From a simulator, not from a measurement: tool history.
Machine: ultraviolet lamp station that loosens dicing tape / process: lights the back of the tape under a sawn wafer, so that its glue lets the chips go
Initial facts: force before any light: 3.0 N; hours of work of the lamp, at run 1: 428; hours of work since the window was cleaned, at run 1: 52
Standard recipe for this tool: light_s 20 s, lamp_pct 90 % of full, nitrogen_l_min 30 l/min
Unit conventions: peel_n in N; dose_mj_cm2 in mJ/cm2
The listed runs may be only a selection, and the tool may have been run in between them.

run,hour,light_s,lamp_pct,nitrogen_l_min,hours of work of the lamp,hours of work since the window was cleaned,peel_n,dose_mj_cm2
1,0.0,20,90,30,428,52,0.256,380
2,16.6,20,90,30,441,65,0.266,379
3,28.2,20,90,30,449,73,0.250,380
4,40.1,20,90,30,458,82,0.278,383
5,58.7,20,90,14,472,97,0.380,376
6,74.0,20,71,30,484,108,0.417,300
7,82.7,20,71,30,491,115,0.419,302
8,101.7,20,71,30,505,129,0.421,290
9,112.7,20,60,30,513,138,0.564,250
10,124.1,20,60,30,522,146,0.561,248
11,134.4,20,91,30,530,154,0.269,379
# hour 136.5: window cleaned of glue's vapour
12,144.7,20,91,30,537,6,0.259,377
13,157.6,20,91,30,547,16,0.285,373
14,170.7,20,91,30,557,26,0.277,367
15,188.5,20,91,30,571,40,0.277,367
16,206.8,20,91,30,585,53,0.279,368
# hour 215.3: window cleaned of glue's vapour, once more
17,218.9,20,91,30,593,3,0.271,370
18,232.3,20,91,59,604,13,0.208,376
19,248.0,20,90,29,616,25,0.294,367
20,260.0,20,90,29,625,34,0.289,365
21,274.2,11,90,29,635,45,0.760,200
22,283.8,11,90,29,643,52,0.780,201
23,291.9,11,90,29,649,58,0.769,202
24,301.8,17,64,16,656,66,0.840,219
25,319.6,18,93,30,670,79,0.327,337
26,331.2,18,75,18,679,88,0.586,267

Expected results for the next run?
27,341.0,20,64,30,686,96,?,?

{"run 27": {"peel_n": 0.556, "dose_mj_cm2": 256}}
With no hidden state in the tool, this same run would have given peel_n 0.423 N, dose_mj_cm2 301 mJ/cm2.
